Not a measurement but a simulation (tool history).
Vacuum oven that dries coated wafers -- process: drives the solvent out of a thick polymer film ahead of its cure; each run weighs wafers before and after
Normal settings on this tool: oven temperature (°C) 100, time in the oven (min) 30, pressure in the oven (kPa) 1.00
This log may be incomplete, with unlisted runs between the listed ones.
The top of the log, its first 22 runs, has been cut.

run    hour  oven temperature (°C)  time in the oven (min)  pressure in the oven (kPa)  solvent left in the film (%)
 23   875.9                    113                      30                        1.00                          0.77
 24   924.0                    113                      16                        1.00                          2.30
 25   969.8                    113                      16                        1.00                          2.32
 26  1001.4                    100                      48                        1.19                          1.15
 27  1045.5                    100                      48                        1.19                          1.17
 28  1072.3                    100                      48                        1.19                          1.13
 29  1099.4                    100                      48                        2.26                          1.60
 30  1126.2                    100                      48                        2.26                          1.54
 31  1176.6                     96                      30                        1.00                          2.82
 32  1217.0                     96                      30                        1.00                          2.87
 33  1249.2                     96                      30                        1.00                          2.87
 34  1277.0                    105                      30                        0.59                          1.39
 35  1329.5                    100                      43                        0.74                          1.18
 36  1375.2                    111                      25                        0.74                          1.24
 37  1397.6                    100                      31                        1.00                          2.12
 38  1419.5                     87                      30                        2.79                          5.63
 39  1448.7                     87                      28                        2.79                          5.94
 40  1479.5                    110                      39                        1.00                          0.66
 41  1520.7                    110                      42                        1.00                          0.62
 42  1552.0                    100                      19                        0.59                          3.82
 43  1579.0                     90                      42                        1.60                          3.11

What does the tool deliver on the next run?
 44  1629.8                    111                      23                        0.76                             ?

Run 44 produced solvent left in the film (%) 1.46.
With the hidden condition absent and the run-to-run variation left alone, this run would have shown solvent left in the film (%) 1.21.

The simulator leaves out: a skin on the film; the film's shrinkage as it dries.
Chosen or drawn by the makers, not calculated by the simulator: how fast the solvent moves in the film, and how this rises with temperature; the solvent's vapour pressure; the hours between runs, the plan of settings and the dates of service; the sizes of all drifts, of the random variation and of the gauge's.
